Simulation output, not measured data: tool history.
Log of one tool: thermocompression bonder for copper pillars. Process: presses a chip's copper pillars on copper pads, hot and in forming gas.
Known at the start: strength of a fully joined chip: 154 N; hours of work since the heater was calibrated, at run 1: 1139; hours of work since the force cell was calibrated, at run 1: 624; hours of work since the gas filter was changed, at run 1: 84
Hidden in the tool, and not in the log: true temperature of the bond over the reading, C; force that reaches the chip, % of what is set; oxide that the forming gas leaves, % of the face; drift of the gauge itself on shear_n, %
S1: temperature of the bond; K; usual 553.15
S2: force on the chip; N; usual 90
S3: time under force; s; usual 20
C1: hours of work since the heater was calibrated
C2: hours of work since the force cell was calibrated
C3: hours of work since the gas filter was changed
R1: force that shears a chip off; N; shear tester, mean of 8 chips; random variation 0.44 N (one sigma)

Run 1, day 0: usual settings; C1 1139; C2 624; C3 84. Result: R1 64.3 N.
Run 2, day 2.117: usual settings but S1 549.15 K; C1 1162; C2 647; C3 107. Result: R1 60.7 N.
Run 3, day 3.304: usual settings but S3 14 s; C1 1175; C2 660; C3 120. Result: R1 55.9 N.
Run 4, day 5.167: usual settings; C1 1195; C2 680; C3 140. Result: R1 63.5 N.
Run 5, day 7.108: usual settings but S1 523.15 K; C1 1216; C2 701; C3 161. Result: R1 44 N.
At day 7.429: forming gas filter changed.
Run 6, day 8.238: usual settings but S1 529.15 K, S2 103 N, S3 11 s; C1 1228; C2 713; C3 9. Result: R1 42 N.
At day 8.867: heater calibrated with a thermocouple chip.
Run 7, day 10.033: usual settings but S1 529.15 K, S2 103 N, S3 11 s; C1 13; C2 731; C3 27. Result: R1 41.5 N.
Run 8, day 12.229: usual settings but S1 563.15 K, S2 109 N, S3 21 s; C1 36; C2 755; C3 51. Result: R1 81.8 N.
Run 9, day 14.238: usual settings but S1 563.15 K, S2 83 N, S3 21 s; C1 58; C2 777; C3 73. Result: R1 67.1 N.
Run 10, day 15.817: usual settings but S1 570.15 K, S2 83 N, S3 21 s; C1 75; C2 794; C3 90. Result: R1 73 N.

How the hidden state differs across the entries between the runs, from the last listed run before each to the first after it:
Between runs 5 and 6: forming gas filter changed (day 7.429)
  oxide that the forming gas leaves, % of the face: 0.65 -> 0.51
Between runs 6 and 7: heater calibrated with a thermocouple chip (day 8.867)
  true temperature of the bond over the reading, C: -0.1 -> 0; oxide that the forming gas leaves, % of the face: 0.51 -> 0.53
